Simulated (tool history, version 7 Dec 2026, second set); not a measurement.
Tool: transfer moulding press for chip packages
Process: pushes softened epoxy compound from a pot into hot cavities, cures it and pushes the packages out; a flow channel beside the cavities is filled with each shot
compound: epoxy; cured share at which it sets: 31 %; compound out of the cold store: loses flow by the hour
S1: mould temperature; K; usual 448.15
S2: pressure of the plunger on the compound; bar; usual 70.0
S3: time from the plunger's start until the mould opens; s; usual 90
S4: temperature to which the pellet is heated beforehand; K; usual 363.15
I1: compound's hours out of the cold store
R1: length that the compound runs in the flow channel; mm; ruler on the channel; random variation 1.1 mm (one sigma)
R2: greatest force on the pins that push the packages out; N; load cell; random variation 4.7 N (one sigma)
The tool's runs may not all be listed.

run    hour      S1    S2   S3      S4    I1   R1   R2
  1     0.0  448.15  70.0   90  363.15  38.2  528  250
  2    41.9  448.15  70.0   86  363.15  42.5  514  289
       49.2  -- cavities cleaned with cleaning compound and waxed
  3    82.8  442.15  70.0   90  363.15  16.5  604  354
  4   122.7  442.15  70.0   90  363.15  37.9  536  376
      142.0  -- plunger's sealing rings changed
      148.3  -- cavities cleaned with cleaning compound and waxed
  5   173.5  442.15  70.0   90  363.15  17.1  620  336
  6   225.4  442.15  70.0   90  363.15  31.2  574  373
      242.7  -- cavities cleaned with cleaning compound and waxed
  7   276.9  442.15  70.0   90  363.15   9.7  641  370
  8   312.2  448.15  70.0   90  363.15  40.2  530  280
      336.1  -- cavities cleaned with cleaning compound and waxed
  9   339.1  453.15  70.0   90  363.15  27.9  555  168
 10   366.6  448.15  70.0   90  363.15  38.4  532  239
 11   392.6  448.15  70.0   90  363.15  10.2  619  277
 12   417.4  448.15  70.0   90  363.15  27.9  561  272
      431.1  -- cavities cleaned with cleaning compound and waxed
 13   448.6  448.15  70.0   90  363.15  16.6  594  240
 14   501.8  448.15  70.0   86  363.15  27.5  557  294
      528.1  -- cavities cleaned with cleaning compound and waxed
 15   554.6  448.15  70.0   86  363.15  15.6  594  260
 16   582.2  448.15  70.0  125  363.15  16.2  586  233
      622.4  -- cavities cleaned with cleaning compound and waxed
 17   622.4  448.15  52.2  125  363.15  12.3  518  163
      633.6  -- plunger's sealing rings changed
 18   652.1  448.15  52.2  125  363.15  23.7  506  209
 19   698.8  453.15  70.3  125  363.15  27.7  564  221
      719.3  -- cavities cleaned with cleaning compound and waxed
 20   753.0  448.15  77.2   90  359.15  25.5  606  246
 21   787.0  453.15  77.2  109  359.15  11.6  638  233
      813.4  -- cavities cleaned with cleaning compound and waxed
 22   825.2  450.15  61.3  119  359.15  46.7  476  177
 23   867.1  444.15  70.0   90  361.15  28.1  570  314
      906.3  -- cavities cleaned with cleaning compound and waxed
 24   915.9  444.15  70.0   90  361.15  40.4  531  250
 25   943.2  444.15  70.0   90  361.15  43.9  521  287
 26   994.0  451.15  70.0   77  366.15  44.9  502  295
     1000.5  -- cavities cleaned with cleaning compound and waxed
 27  1029.8  448.15  70.0   77  372.15  38.1  526  304
     1035.3  -- mould's thermocouples calibrated
 28  1074.4  448.15  87.3  105  368.15  27.1  620  241

3 ways to go on from here, each from the tool as it stands after run 28. What would each give?
     1097.5  -- cavities cleaned with cleaning compound and waxed
  A  1111.9  448.15  58.5  105  368.15  10.3   ?   ?
     1097.5  -- cavities cleaned with cleaning compound and waxed
  B  1111.9  446.15  53.2  105  368.15  15.8   ?   ?
     1097.5  -- cavities cleaned with cleaning compound and waxed
  C  1111.9  452.15  87.3  120  368.15  12.7   ?   ?

run   R1   R2
  A  558  198
  B  516  205
  C  659  183
Without the tool's hidden state the same runs would have given:
run   R1   R2
  A  580  164
  B  537  169
  C  685  151
